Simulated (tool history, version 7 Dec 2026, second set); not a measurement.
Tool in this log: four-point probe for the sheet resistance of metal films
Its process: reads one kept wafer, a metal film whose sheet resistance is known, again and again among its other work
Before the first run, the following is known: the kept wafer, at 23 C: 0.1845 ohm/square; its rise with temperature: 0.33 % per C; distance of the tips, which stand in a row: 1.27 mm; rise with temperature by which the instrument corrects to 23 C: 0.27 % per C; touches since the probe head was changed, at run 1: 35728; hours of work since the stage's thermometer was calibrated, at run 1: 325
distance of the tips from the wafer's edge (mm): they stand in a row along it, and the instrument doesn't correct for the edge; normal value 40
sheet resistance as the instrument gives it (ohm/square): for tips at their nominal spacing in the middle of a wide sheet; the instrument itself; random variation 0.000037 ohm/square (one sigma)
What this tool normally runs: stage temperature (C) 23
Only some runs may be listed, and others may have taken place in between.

run	day	stage temperature (C)	distance of the tips from the wafer's edge (mm)	touches since the probe head was changed	hours of work since the stage's thermometer was calibrated	sheet resistance as the instrument gives it (ohm/square)
1	0	23	40	35728	325	0.184615
2	1.175	23	40	36897	347	0.18462
3	1.8	23	40	37516	358	0.184563
4	3.096	23	40	38806	382	0.184559
5	4.217	28	40	39920	403	0.185108
6	5.592	32	40	41286	428	0.185556
7	6.867	32	40	42553	452	0.185529
8	7.512	33	40	43197	464	0.1856
9	8.796	23	24	44471	488	0.184758
10	9.612	23	5	45285	503	0.190719
11	10.354	18	40	46020	516	0.184028
12	11.15	18	40	46812	531	0.184069
13	12.242	18	40	47899	551	0.184029
14	13.333	19	12	48984	572	0.185172
15	14.617	19	12	50257	595	0.18516
16	15.954	23	37	51589	620	0.184608
17	16.546	19	21	52175	631	0.184436
18	17.6	26	11	53222	650	0.186158

Expected results for the next run?
19	18.242	26	11	53862	662	?

sheet resistance as the instrument gives it (ohm/square): 0.186091
Without the tool's hidden state the same run would have given sheet resistance as the instrument gives it (ohm/square) 0.186098.

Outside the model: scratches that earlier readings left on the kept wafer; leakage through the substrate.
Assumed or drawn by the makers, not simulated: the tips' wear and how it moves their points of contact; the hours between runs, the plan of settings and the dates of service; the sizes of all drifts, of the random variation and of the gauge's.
